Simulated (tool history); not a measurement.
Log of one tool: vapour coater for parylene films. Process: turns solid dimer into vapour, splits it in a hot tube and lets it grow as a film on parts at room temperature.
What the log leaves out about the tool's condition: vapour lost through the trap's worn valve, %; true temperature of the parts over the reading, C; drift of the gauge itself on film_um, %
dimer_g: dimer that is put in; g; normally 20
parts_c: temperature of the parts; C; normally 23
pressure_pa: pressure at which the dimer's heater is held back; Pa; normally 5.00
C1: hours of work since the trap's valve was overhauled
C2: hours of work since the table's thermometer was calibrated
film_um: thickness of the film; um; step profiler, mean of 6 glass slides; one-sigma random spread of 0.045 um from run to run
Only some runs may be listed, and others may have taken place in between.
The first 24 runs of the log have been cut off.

run 25 day=12.525 | dimer_g=15 parts_c=25 pressure_pa=10.62 | C1=91 C2=308 | film_um=2.85
run 26 day=12.883 | dimer_g=15 parts_c=22 pressure_pa=3.94 | C1=96 C2=312 | film_um=3.97
run 27 day=13.250 | dimer_g=15 parts_c=22 pressure_pa=3.94 | C1=100 C2=317 | film_um=3.94
run 28 day=13.933 | dimer_g=15 parts_c=22 pressure_pa=3.94 | C1=108 C2=325 | film_um=4.01
run 29 day=14.371 | dimer_g=16 parts_c=27 pressure_pa=10.15 | C1=114 C2=330 | film_um=2.71
run 30 day=14.792 | dimer_g=14 parts_c=26 pressure_pa=7.97 | C1=119 C2=335 | film_um=2.67
run 31 day=15.312 | dimer_g=14 parts_c=26 pressure_pa=7.97 | C1=125 C2=342 | film_um=2.66
run 32 day=15.879 | dimer_g=14 parts_c=26 pressure_pa=7.97 | C1=132 C2=349 | film_um=2.67
run 33 day=16.333 | dimer_g=21 parts_c=29 pressure_pa=3.22 | C1=138 C2=354 | film_um=4.14
run 34 day=16.679 | dimer_g=20 parts_c=23 pressure_pa=11.65 | C1=142 C2=358 | film_um=3.97

Estimate the outcome of run 35 from the log above:
run 35 day=17.221 | dimer_g=10 parts_c=27 pressure_pa=2.72 | C1=148 C2=365 | film_um=?

For run 35 the tool returned film_um 2.20 um.
Were there no unlogged condition in the tool, this run, its random variation unchanged, would have produced film_um 2.34 um.
